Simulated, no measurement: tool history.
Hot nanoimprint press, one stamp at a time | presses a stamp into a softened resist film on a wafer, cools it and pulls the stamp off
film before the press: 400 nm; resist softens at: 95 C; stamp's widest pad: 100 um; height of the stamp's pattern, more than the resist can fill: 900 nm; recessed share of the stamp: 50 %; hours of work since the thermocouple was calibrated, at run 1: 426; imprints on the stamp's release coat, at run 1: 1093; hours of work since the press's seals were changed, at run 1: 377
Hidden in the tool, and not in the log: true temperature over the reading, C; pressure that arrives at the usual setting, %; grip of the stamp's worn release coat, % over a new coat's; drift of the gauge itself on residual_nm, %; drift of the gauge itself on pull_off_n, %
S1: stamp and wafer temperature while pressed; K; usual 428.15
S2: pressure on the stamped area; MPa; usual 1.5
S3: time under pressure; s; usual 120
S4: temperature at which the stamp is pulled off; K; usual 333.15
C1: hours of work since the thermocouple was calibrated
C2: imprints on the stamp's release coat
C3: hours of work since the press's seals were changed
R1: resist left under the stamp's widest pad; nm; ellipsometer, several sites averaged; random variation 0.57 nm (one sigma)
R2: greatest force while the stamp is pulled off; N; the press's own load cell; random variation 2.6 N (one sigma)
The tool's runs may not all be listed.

run 1 hour=0 | S1=428.15 S2=1.5 S3=120 S4=333.15 | C1=426 C2=1093 C3=377 | R1=165.8 R2=167
run 2 hour=54 | S1=428.15 S2=1.5 S3=120 S4=331.15 | C1=468 C2=1415 C3=419 | R1=164.8 R2=188
-- hour=79.3 stamp cleaned and given a new release coat
run 3 hour=119.1 | S1=428.15 S2=1.5 S3=120 S4=331.15 | C1=515 C2=238 C3=465 | R1=165.6 R2=132
run 4 hour=153.2 | S1=428.15 S2=1.5 S3=120 S4=331.15 | C1=541 C2=441 C3=492 | R1=164.3 R2=142
run 5 hour=194.1 | S1=428.15 S2=1.86 S3=120 S4=333.15 | C1=573 C2=685 C3=524 | R1=150.9 R2=149
-- hour=201.5 plate thermocouple calibrated
run 6 hour=264.6 | S1=428.15 S2=1.86 S3=120 S4=333.15 | C1=49 C2=1088 C3=577 | R1=145.7 R2=165
-- hour=328.2 press's hydraulic seals changed and the load cell set to zero
run 7 hour=338.4 | S1=428.15 S2=1.86 S3=120 S4=333.15 | C1=101 C2=1481 C3=8 | R1=142.3 R2=173
-- hour=349.5 stamp cleaned and given a new release coat
-- hour=374.4 plate thermocouple calibrated, once more
run 8 hour=421.5 | S1=428.15 S2=1.86 S3=120 S4=333.15 | C1=37 C2=412 C3=66 | R1=156.1 R2=136
run 9 hour=477.5 | S1=428.15 S2=1.86 S3=120 S4=333.15 | C1=81 C2=746 C3=110 | R1=155.3 R2=152
run 10 hour=528.3 | S1=428.15 S2=1.86 S3=120 S4=333.15 | C1=120 C2=1049 C3=149 | R1=154.7 R2=166
run 11 hour=564.3 | S1=428.15 S2=1.86 S3=149 S4=333.15 | C1=149 C2=1264 C3=178 | R1=141.7 R2=177
-- hour=613.1 stamp cleaned and given a new release coat
run 12 hour=639.4 | S1=428.15 S2=2.04 S3=120 S4=333.15 | C1=203 C2=157 C3=232 | R1=148.5 R2=128
run 13 hour=681.7 | S1=428.15 S2=2.04 S3=120 S4=333.15 | C1=236 C2=409 C3=265 | R1=148.4 R2=138
run 14 hour=734.9 | S1=428.15 S2=2.04 S3=120 S4=333.15 | C1=277 C2=727 C3=306 | R1=148.1 R2=151
run 15 hour=791.9 | S1=428.15 S2=2.04 S3=120 S4=333.15 | C1=322 C2=1067 C3=351 | R1=148.5 R2=166
run 16 hour=830.6 | S1=428.15 S2=2.04 S3=120 S4=333.15 | C1=352 C2=1298 C3=381 | R1=148.4 R2=181
-- hour=875.1 stamp cleaned and given a new release coat
run 17 hour=895 | S1=428.15 S2=2.04 S3=213 S4=320.15 | C1=398 C2=118 C3=427 | R1=114.1 R2=139
run 18 hour=959.3 | S1=433.15 S2=1.5 S3=120 S4=341.15 | C1=448 C2=502 C3=477 | R1=137.4 R2=130
run 19 hour=1001.4 | S1=428.15 S2=1.94 S3=120 S4=333.15 | C1=481 C2=754 C3=510 | R1=150.9 R2=147
run 20 hour=1061.1 | S1=428.15 S2=1.94 S3=120 S4=333.15 | C1=528 C2=1110 C3=557 | R1=150.6 R2=169
run 21 hour=1097.1 | S1=428.15 S2=1.94 S3=120 S4=333.15 | C1=556 C2=1325 C3=585 | R1=150.3 R2=177
-- hour=1128.9 plate thermocouple calibrated
-- hour=1139.8 stamp cleaned and given a new release coat
-- hour=1160.1 press's hydraulic seals changed and the load cell set to zero
run 22 hour=1191.3 | S1=418.15 S2=1.76 S3=214 S4=327.15 | C1=38 C2=259 C3=24 | R1=191.2 R2=133
run 23 hour=1267.4 | S1=418.15 S2=1.76 S3=214 S4=327.15 | C1=97 C2=713 C3=84 | R1=191.2 R2=153
run 24 hour=1343.8 | S1=427.15 S2=1.63 S3=133 S4=335.15 | C1=157 C2=1170 C3=144 | R1=162.3 R2=171
-- hour=1408.3 stamp cleaned and given a new release coat
run 25 hour=1408.3 | S1=427.15 S2=1.63 S3=133 S4=335.15 | C1=203 C2=0 C3=189 | R1=161.3 R2=115
run 26 hour=1458.1 | S1=427.15 S2=1.63 S3=133 S4=335.15 | C1=242 C2=298 C3=228 | R1=161.9 R2=125
run 27 hour=1497 | S1=428.15 S2=1.06 S3=219 S4=333.15 | C1=272 C2=530 C3=259 | R1=150.6 R2=140
run 28 hour=1552.6 | S1=420.15 S2=1.25 S3=238 S4=324.15 | C1=316 C2=862 C3=302 | R1=189.1 R2=171
run 29 hour=1593.9 | S1=420.15 S2=1.25 S3=238 S4=324.15 | C1=348 C2=1108 C3=335 | R1=189.7 R2=191
run 30 hour=1649.8 | S1=425.15 S2=0.9 S3=127 S4=318.15 | C1=392 C2=1442 C3=378 | R1=222 R2=219

Hidden state or all else? Some run-to-run changes of R1, split into what the settings, what came in and random variation would give without the hidden state, and what is left for the hidden state (with any gauge scatter that isn't in both results):
Run 5 -> 6: plate thermocouple calibrated. R1 -5.2 nm: hidden state -3.9, all else -1.3.
Run 6 -> 7: press's hydraulic seals changed and the load cell set to zero. R1 -3.4 nm: hidden state -3.3, all else -0.1.
Run 7 -> 8: stamp cleaned and given a new release coat, plate thermocouple calibrated, once more. R1 +13.8 nm: hidden state +12.3, all else +1.5.
Run 16 -> 17: S3 120 -> 213, S4 333.15 -> 320.15, stamp cleaned and given a new release coat. R1 -34.3 nm: hidden state -0.1, all else -34.2.
Run 21 -> 22: S1 428.15 -> 418.15, S2 1.94 -> 1.76, S3 120 -> 214, S4 333.15 -> 327.15, plate thermocouple calibrated, stamp cleaned and given a new release coat, press's hydraulic seals changed and the load cell set to zero. R1 +40.9 nm: hidden state +1, all else +39.9.
Run 27 -> 28: S1 428.15 -> 420.15, S2 1.06 -> 1.25, S3 219 -> 238, S4 333.15 -> 324.15. R1 +38.5 nm: hidden state -1.2, all else +39.7.
